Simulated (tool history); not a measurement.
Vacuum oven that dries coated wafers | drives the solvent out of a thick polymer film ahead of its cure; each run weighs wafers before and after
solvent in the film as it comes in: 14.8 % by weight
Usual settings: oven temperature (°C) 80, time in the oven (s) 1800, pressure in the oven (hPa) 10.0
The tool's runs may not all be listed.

run	hour	oven temperature (°C)	time in the oven (s)	pressure in the oven (hPa)	solvent left in the film (%)
1	0.0	80	1800	10.0	3.13
2	23.4	80	1800	10.0	3.12
3	64.8	80	1800	5.8	2.88
4	96.6	80	1800	31.8	4.75
5	123.3	80	1800	31.8	4.74
6	176.5	70	1800	10.0	6.72
7	226.8	80	1800	10.0	3.30
8	280.2	80	1800	10.0	3.27
9	324.2	80	1800	10.0	3.28
10	361.0	80	1800	10.0	3.34
# hour 377.9: oven's thermocouples calibrated
11	394.7	77	1800	10.0	3.06
12	428.9	77	1800	10.0	3.01
# hour 467.5: vacuum gauge cleaned of residue and calibrated
13	475.6	77	1800	10.0	2.92
14	515.1	80	1800	10.0	2.21
15	552.5	72	1800	10.0	4.94
16	600.8	80	1800	10.0	2.29
17	641.2	80	1800	10.2	2.30
18	683.8	80	2040	10.0	1.93
19	713.6	80	2040	10.0	1.98
20	767.3	80	2040	10.0	1.98
21	796.7	86	2160	8.4	0.76
22	822.7	89	1800	10.0	0.83
23	878.4	94	1020	8.5	0.97
24	932.1	94	1020	8.5	0.91
25	986.9	80	1560	10.0	2.87
26	1010.1	80	1140	10.0	4.12
27	1054.7	80	2580	9.3	1.54
28	1106.5	91	2580	9.3	0.58
29	1156.5	72	1800	10.0	5.24
30	1196.7	72	2940	10.0	3.36
31	1238.6	95	3180	11.4	0.60
32	1270.8	73	1020	18.6	7.74
33	1321.8	93	1800	10.0	0.65
34	1355.8	93	1800	10.0	0.59
35	1403.7	81	1260	18.3	4.18
36	1447.2	81	1260	18.3	4.09
37	1498.4	81	1260	18.3	4.24
38	1554.7	73	1860	32.0	6.78
39	1607.9	73	1860	32.0	6.74
40	1664.1	73	1320	32.0	7.93

Forecast each of these 5 alternatives for the next run:
A	1694.1	80	2760	18.6	?
B	1694.1	80	1140	10.0	?
C	1694.1	88	1080	6.8	?
D	1694.1	80	1800	26.6	?
E	1694.1	74	1620	27.7	?

run	solvent left in the film (%)
A	2.39
B	4.59
C	2.02
D	4.03
E	6.71
Without the tool's hidden state the same runs would have given:
run	solvent left in the film (%)
A	1.82
B	3.66
C	1.39
D	3.20
E	5.68

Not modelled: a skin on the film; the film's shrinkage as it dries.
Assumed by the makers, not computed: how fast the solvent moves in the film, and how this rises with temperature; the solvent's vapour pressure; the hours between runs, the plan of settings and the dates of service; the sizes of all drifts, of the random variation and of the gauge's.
